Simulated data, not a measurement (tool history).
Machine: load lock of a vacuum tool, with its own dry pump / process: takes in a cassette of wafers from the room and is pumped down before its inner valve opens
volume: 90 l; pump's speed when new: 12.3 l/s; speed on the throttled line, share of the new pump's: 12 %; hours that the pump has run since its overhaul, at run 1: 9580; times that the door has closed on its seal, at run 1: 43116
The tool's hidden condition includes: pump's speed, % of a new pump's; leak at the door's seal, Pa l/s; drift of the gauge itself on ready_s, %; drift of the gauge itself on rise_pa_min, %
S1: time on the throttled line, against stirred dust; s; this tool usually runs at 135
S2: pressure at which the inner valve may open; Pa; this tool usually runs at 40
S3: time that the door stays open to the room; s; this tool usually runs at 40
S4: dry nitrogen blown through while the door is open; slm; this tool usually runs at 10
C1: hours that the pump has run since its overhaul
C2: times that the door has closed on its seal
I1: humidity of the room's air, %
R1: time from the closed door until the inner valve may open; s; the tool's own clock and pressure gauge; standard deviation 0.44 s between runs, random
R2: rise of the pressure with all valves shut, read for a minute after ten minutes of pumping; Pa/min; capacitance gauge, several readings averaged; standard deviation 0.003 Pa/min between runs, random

{"run": 1, "hour": 0.0, "S1": 135, "S2": 40, "S3": 40, "S4": 10, "C1": 9580, "C2": 43116, "I1": 44.3, "R1": 181.3, "R2": 0.137}
{"run": 2, "hour": 405.5, "S1": 135, "S2": 30, "S3": 40, "S4": 10, "C1": 9986, "C2": 43826, "I1": 48.3, "R1": 183.8, "R2": 0.141}
{"run": 3, "hour": 788.3, "S1": 135, "S2": 30, "S3": 40, "S4": 10, "C1": 10368, "C2": 44496, "I1": 45.0, "R1": 184.7, "R2": 0.139}
{"run": 4, "hour": 1099.5, "S1": 135, "S2": 30, "S3": 40, "S4": 10, "C1": 10680, "C2": 45041, "I1": 47.0, "R1": 184.3, "R2": 0.139}
{"run": 5, "hour": 1757.5, "S1": 135, "S2": 40, "S3": 84, "S4": 10, "C1": 11338, "C2": 46192, "I1": 46.0, "R1": 183.6, "R2": 0.16}
{"run": 6, "hour": 2348.4, "S1": 135, "S2": 40, "S3": 84, "S4": 10, "C1": 11928, "C2": 47226, "I1": 44.6, "R1": 183.2, "R2": 0.155}
{"run": 7, "hour": 2746.9, "S1": 135, "S2": 40, "S3": 40, "S4": 10, "C1": 12327, "C2": 47924, "I1": 45.1, "R1": 182.8, "R2": 0.148}
{"run": 8, "hour": 3460.7, "S1": 135, "S2": 40, "S3": 40, "S4": 10, "C1": 13041, "C2": 49173, "I1": 46.5, "R1": 183.1, "R2": 0.15}
{"run": 9, "hour": 4075.4, "S1": 135, "S2": 40, "S3": 40, "S4": 6, "C1": 13655, "C2": 50249, "I1": 43.4, "R1": 184.8, "R2": 0.168}
{"run": 10, "hour": 4623.1, "S1": 135, "S2": 40, "S3": 40, "S4": 6, "C1": 14203, "C2": 51207, "I1": 41.7, "R1": 184.0, "R2": 0.169}
{"run": 11, "hour": 5043.4, "S1": 135, "S2": 40, "S3": 40, "S4": 6, "C1": 14623, "C2": 51943, "I1": 45.6, "R1": 184.0, "R2": 0.172}
{"run": 12, "hour": 5516.3, "S1": 135, "S2": 40, "S3": 40, "S4": 6, "C1": 15096, "C2": 52770, "I1": 46.3, "R1": 184.1, "R2": 0.172}
{"hour": 6244.4, "done": "dry pump taken out, an overhauled one fitted"}
{"run": 13, "hour": 6249.3, "S1": 135, "S2": 40, "S3": 40, "S4": 10, "C1": 5, "C2": 54043, "I1": 44.6, "R1": 176.8, "R2": 0.174}
{"run": 14, "hour": 6698.1, "S1": 135, "S2": 40, "S3": 40, "S4": 10, "C1": 454, "C2": 54828, "I1": 43.2, "R1": 176.5, "R2": 0.183}
{"run": 15, "hour": 7064.0, "S1": 135, "S2": 32, "S3": 36, "S4": 13, "C1": 820, "C2": 55468, "I1": 46.8, "R1": 179.2, "R2": 0.176}
{"run": 16, "hour": 7732.9, "S1": 135, "S2": 45, "S3": 40, "S4": 10, "C1": 1489, "C2": 56639, "I1": 48.5, "R1": 176.9, "R2": 0.188}
{"run": 17, "hour": 8259.9, "S1": 135, "S2": 45, "S3": 124, "S4": 10, "C1": 2016, "C2": 57561, "I1": 43.5, "R1": 177.3, "R2": 0.208}
{"run": 18, "hour": 8876.3, "S1": 135, "S2": 45, "S3": 124, "S4": 10, "C1": 2632, "C2": 58640, "I1": 45.5, "R1": 177.0, "R2": 0.216}
{"run": 19, "hour": 9376.2, "S1": 77, "S2": 40, "S3": 40, "S4": 14, "C1": 3132, "C2": 59515, "I1": 46.0, "R1": 127.4, "R2": 0.192}
{"run": 20, "hour": 9867.2, "S1": 77, "S2": 40, "S3": 40, "S4": 14, "C1": 3623, "C2": 60374, "I1": 45.0, "R1": 128.0, "R2": 0.197}
{"run": 21, "hour": 10338.5, "S1": 135, "S2": 40, "S3": 50, "S4": 8, "C1": 4094, "C2": 61199, "I1": 44.7, "R1": 179.1, "R2": 0.216}
{"run": 22, "hour": 10695.8, "S1": 135, "S2": 76, "S3": 54, "S4": 8, "C1": 4451, "C2": 61824, "I1": 46.9, "R1": 174.1, "R2": 0.223}
{"run": 23, "hour": 11417.5, "S1": 135, "S2": 76, "S3": 54, "S4": 8, "C1": 5173, "C2": 63087, "I1": 45.6, "R1": 174.5, "R2": 0.223}
{"run": 24, "hour": 11732.2, "S1": 121, "S2": 68, "S3": 85, "S4": 37, "C1": 5488, "C2": 63638, "I1": 41.6, "R1": 163.1, "R2": 0.206}
{"run": 25, "hour": 12046.5, "S1": 121, "S2": 68, "S3": 85, "S4": 37, "C1": 5802, "C2": 64188, "I1": 47.7, "R1": 162.4, "R2": 0.216}
{"run": 26, "hour": 12783.3, "S1": 121, "S2": 68, "S3": 34, "S4": 37, "C1": 6539, "C2": 65477, "I1": 42.2, "R1": 162.7, "R2": 0.205}
{"run": 27, "hour": 13334.8, "S1": 122, "S2": 68, "S3": 174, "S4": 8, "C1": 7090, "C2": 66442, "I1": 43.1, "R1": 164.7, "R2": 0.274}

3 options for the next run, each taken on its own from the tool as it stands now. Forecast them:
{"run": "A", "hour": 13796.6, "S1": 135, "S2": 40, "S3": 42, "S4": 10, "C1": 7552, "C2": 67251, "I1": 45.6, "R1": "?", "R2": "?"}
{"run": "B", "hour": 13796.6, "S1": 122, "S2": 40, "S3": 44, "S4": 9, "C1": 7552, "C2": 67251, "I1": 42.4, "R1": "?", "R2": "?"}
{"run": "C", "hour": 13796.6, "S1": 122, "S2": 41, "S3": 174, "S4": 8, "C1": 7552, "C2": 67251, "I1": 42.6, "R1": "?", "R2": "?"}

run=A R1=180.5 R2=0.241
run=B R1=168.5 R2=0.238
run=C R1=169.6 R2=0.270
Take away the tool's hidden state, keep each run's random variation, and the runs would have read:
run=A R1=176.2 R2=0.031
run=B R1=164.2 R2=0.029
run=C R1=165.2 R2=0.061
